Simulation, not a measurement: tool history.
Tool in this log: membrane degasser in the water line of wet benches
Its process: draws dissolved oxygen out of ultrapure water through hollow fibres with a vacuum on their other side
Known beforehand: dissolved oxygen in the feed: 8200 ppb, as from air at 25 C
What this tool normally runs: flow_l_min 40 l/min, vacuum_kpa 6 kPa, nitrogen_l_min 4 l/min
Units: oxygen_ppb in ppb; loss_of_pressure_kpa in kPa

run	hour	flow_l_min	vacuum_kpa	nitrogen_l_min	oxygen_ppb	loss_of_pressure_kpa
1	0	40	6	4	191.3	40.38
2	245.5	40	6	4	194.3	40.1
3	526.5	40	6	4	192.1	40.27
4	867.3	40	6	3.57	201.7	40.26
5	1066.1	40	6	3.57	202.3	40.4
6	1251.5	40	6	3.57	201.9	40.36
7	1415.5	40	6	3.57	197.2	40.36
# hour 1554.1: vacuum gauge calibrated
8	1651	40	4.67	3.57	165.7	40.12
9	1926.5	40	6	4	194.1	39.89
10	2225.3	40	6	4	197.5	39.91
11	2481.9	40	6	4	191.3	40.15
12	2795.3	40	6	4	197.3	39.98
13	3066.7	40	6	4	195	40.03
14	3313.4	56	6	4	326.3	56.42
15	3649	56	6	4	332	56.28
16	3818.1	56	6	4	335	56.14
17	3991	29	6.87	4	129.3	29.1
# hour 4219.8: membrane cartridge changed
18	4326.9	52	10.37	11.48	289.8	52.26
19	4637.5	52	10.37	11.48	286.6	51.78
20	4934.7	52	10.37	11.48	291.2	52.24
# hour 5156.1: seals of the vacuum lines changed
21	5160.7	52	10.37	11.48	288.7	52.03
# hour 5271.9: vacuum gauge calibrated
22	5504	40	10.36	9.41	203.3	40.37
23	5665	32	4.67	3.67	109.6	32.35
24	5959.3	46	13.38	1.92	656.3	46.33
25	6138.5	34	3.84	2.04	117.6	34.02
26	6389.6	34	3.84	2.04	115.5	34.09
27	6690.5	40	7.24	7.43	184.9	39.93
28	6958.4	40	6.94	7.43	180	40.17
29	7178.9	40	7.95	5.1	215.4	39.76
30	7334.4	40	7.95	5.1	217.5	40.29
31	7523	52	13.83	11.04	330	52.01
32	7809.4	30	5.97	4	115.9	30.16

Below are 3 alternative next runs, each starting from the tool's condition after run 32. Predict each:
A	8091.1	56	6	4	?	?
B	8091.1	24	14.68	2.87	?	?
C	8091.1	51	7.01	10.29	?	?

run	oxygen_ppb	loss_of_pressure_kpa
A	326.6	56.33
B	263.4	24.01
C	249.5	51.08
With no hidden state in the tool, these same runs would have given:
run	oxygen_ppb	loss_of_pressure_kpa
A	326.3	56.31
B	263.3	24
C	249.2	51.06

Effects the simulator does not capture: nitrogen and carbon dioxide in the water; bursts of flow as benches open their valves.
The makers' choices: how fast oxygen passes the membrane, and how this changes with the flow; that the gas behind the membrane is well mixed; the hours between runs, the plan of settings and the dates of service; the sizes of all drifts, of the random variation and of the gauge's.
